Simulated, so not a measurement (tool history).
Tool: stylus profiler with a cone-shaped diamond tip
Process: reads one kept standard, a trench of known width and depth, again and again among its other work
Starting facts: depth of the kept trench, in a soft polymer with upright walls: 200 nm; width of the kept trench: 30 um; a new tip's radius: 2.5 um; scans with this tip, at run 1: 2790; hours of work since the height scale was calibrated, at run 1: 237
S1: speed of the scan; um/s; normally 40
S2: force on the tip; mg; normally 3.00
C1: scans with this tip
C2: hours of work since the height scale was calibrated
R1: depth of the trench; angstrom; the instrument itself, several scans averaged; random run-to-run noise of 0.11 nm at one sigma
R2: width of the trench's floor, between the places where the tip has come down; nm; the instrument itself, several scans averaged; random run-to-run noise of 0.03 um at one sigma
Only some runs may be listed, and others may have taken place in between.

run	hour	S1	S2	C1	C2	R1	R2
1	0.0	40	3.00	2790	237	2039.1	27920
2	103.8	40	3.00	3300	280	2037.7	27850
3	192.6	40	3.00	3736	317	2039.6	27880
4	287.3	40	3.00	4201	357	2039.8	27890
5	368.3	40	2.37	4599	390	2035.0	27910
6	444.6	40	3.00	4974	422	2038.2	27930
7	502.7	40	3.00	5259	447	2041.3	27890
8	565.7	40	3.00	5569	473	2039.9	27940
9	669.7	40	3.00	6079	516	2037.3	27960
10	752.0	40	3.00	6484	550	2040.6	27880
11	858.0	40	2.64	7004	595	2034.4	27940
12	921.6	40	2.64	7316	621	2035.5	27930
13	1031.8	40	3.00	7858	667	2039.1	27860
14	1098.8	40	3.00	8187	695	2038.7	27950
15	1184.8	40	3.00	8609	731	2038.9	27920
16	1295.1	94	3.00	9151	777	2038.6	27820
17	1354.9	94	3.00	9445	802	2040.3	27770
18	1463.8	50	1.67	9979	847	2025.5	27860
19	1542.2	50	1.67	10364	880	2027.2	27830
20	1650.7	13	1.08	10897	925	2019.2	28060
21	1768.3	88	8.69	11475	974	2078.8	27840
22	1849.9	88	8.69	11876	1008	2078.3	27880
23	1912.3	43	2.06	12182	1034	2031.2	27880
24	2018.8	70	3.00	12705	1079	2038.7	27880
25	2123.1	29	2.42	13217	1122	2033.3	27970
26	2214.5	110	3.00	13666	1160	2041.4	27800
27	2327.9	37	1.80	14223	1208	2026.8	27870
28	2431.8	52	1.80	14733	1251	2027.9	27830
29	2519.9	23	2.58	15166	1288	2037.0	27960
30	2613.2	44	2.58	15624	1327	2034.7	27920
31	2708.9	40	4.23	16094	1366	2048.4	27900
32	2838.8	40	4.23	16732	1421	2049.7	27930
33	2941.0	92	3.00	17234	1463	2041.0	27790

Some steps in R2, run to run, broken into two amounts with sign: the step expected even without the hidden condition (settings, incoming material, random variation), and the rest, left for the hidden condition together with whatever gauge scatter is not in both the measured and the hidden-condition-free result:
The hidden state here: radius of the tip, um; height scale over the true one, %; drift of the gauge itself on depth_nm, %; drift of the gauge itself on floor_um, %.
Run 1 -> 2: no setting touched and nothing written in the log between the runs. R2 -70 nm: hidden state +10, all else -80.
Run 2 -> 3: no setting touched and nothing written in the log between the runs. R2 +30 nm: hidden state -10, all else +40.
Run 5 -> 6: S2 2.37 -> 3.00. R2 +20 nm: hidden state +10, all else +10.
Run 19 -> 20: S1 50 -> 13, S2 1.67 -> 1.08. R2 +230 nm: hidden state +0, all else +230.
Run 20 -> 21: S1 13 -> 88, S2 1.08 -> 8.69. R2 -220 nm: hidden state +0, all else -220.
Run 25 -> 26: S1 29 -> 110, S2 2.42 -> 3.00. R2 -170 nm: hidden state +0, all else -170.
